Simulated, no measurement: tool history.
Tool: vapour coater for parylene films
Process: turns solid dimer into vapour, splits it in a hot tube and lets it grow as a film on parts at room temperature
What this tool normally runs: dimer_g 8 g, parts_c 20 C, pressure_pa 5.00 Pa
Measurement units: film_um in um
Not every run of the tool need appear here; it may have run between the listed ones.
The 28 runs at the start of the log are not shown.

{"run": 29, "hour": 903.8, "dimer_g": 4, "parts_c": 25, "pressure_pa": 3.35, "film_um": 1.411}
{"run": 30, "hour": 926.8, "dimer_g": 4, "parts_c": 25, "pressure_pa": 3.35, "film_um": 1.407}
{"run": 31, "hour": 973.9, "dimer_g": 10, "parts_c": 20, "pressure_pa": 2.86, "film_um": 4.251}
{"run": 32, "hour": 997.8, "dimer_g": 10, "parts_c": 20, "pressure_pa": 2.86, "film_um": 4.255}
{"run": 33, "hour": 1038.0, "dimer_g": 10, "parts_c": 20, "pressure_pa": 3.98, "film_um": 3.98}
{"run": 34, "hour": 1067.1, "dimer_g": 12, "parts_c": 21, "pressure_pa": 3.98, "film_um": 4.619}
{"run": 35, "hour": 1098.9, "dimer_g": 12, "parts_c": 21, "pressure_pa": 3.98, "film_um": 4.589}
{"run": 36, "hour": 1135.1, "dimer_g": 12, "parts_c": 21, "pressure_pa": 3.98, "film_um": 4.572}
{"run": 37, "hour": 1164.7, "dimer_g": 12, "parts_c": 21, "pressure_pa": 7.3, "film_um": 4.085}
{"hour": 1174.5, "done": "trap's valve overhauled"}
{"run": 38, "hour": 1203.3, "dimer_g": 12, "parts_c": 21, "pressure_pa": 7.3, "film_um": 4.277}
{"run": 39, "hour": 1236.8, "dimer_g": 6, "parts_c": 21, "pressure_pa": 2.99, "film_um": 2.511}
{"run": 40, "hour": 1281.2, "dimer_g": 7, "parts_c": 19, "pressure_pa": 7.09, "film_um": 2.652}
{"run": 41, "hour": 1301.5, "dimer_g": 7, "parts_c": 18, "pressure_pa": 11.4, "film_um": 2.519}
{"run": 42, "hour": 1325.0, "dimer_g": 5, "parts_c": 14, "pressure_pa": 3.39, "film_um": 2.561}
{"run": 43, "hour": 1353.9, "dimer_g": 11, "parts_c": 14, "pressure_pa": 3.57, "film_um": 5.555}
{"run": 44, "hour": 1393.2, "dimer_g": 11, "parts_c": 14, "pressure_pa": 3.57, "film_um": 5.512}
{"run": 45, "hour": 1415.6, "dimer_g": 11, "parts_c": 23, "pressure_pa": 5.0, "film_um": 3.859}
{"run": 46, "hour": 1448.8, "dimer_g": 11, "parts_c": 23, "pressure_pa": 5.0, "film_um": 3.837}

Each row is a separate what-if for the run after 46, all from the same tool condition, not one after another. Results?
{"run": "A", "hour": 1485.3, "dimer_g": 7, "parts_c": 23, "pressure_pa": 5.27, "film_um": "?"}
{"run": "B", "hour": 1485.3, "dimer_g": 11, "parts_c": 21, "pressure_pa": 6.16, "film_um": "?"}
{"run": "C", "hour": 1485.3, "dimer_g": 11, "parts_c": 21, "pressure_pa": 2.9, "film_um": "?"}

run=A film_um=2.407
run=B film_um=3.933
run=C film_um=4.501
With the hidden condition removed and each run's random variation left untouched, the same runs would have given:
run=A film_um=2.467
run=B film_um=4.030
run=C film_um=4.612
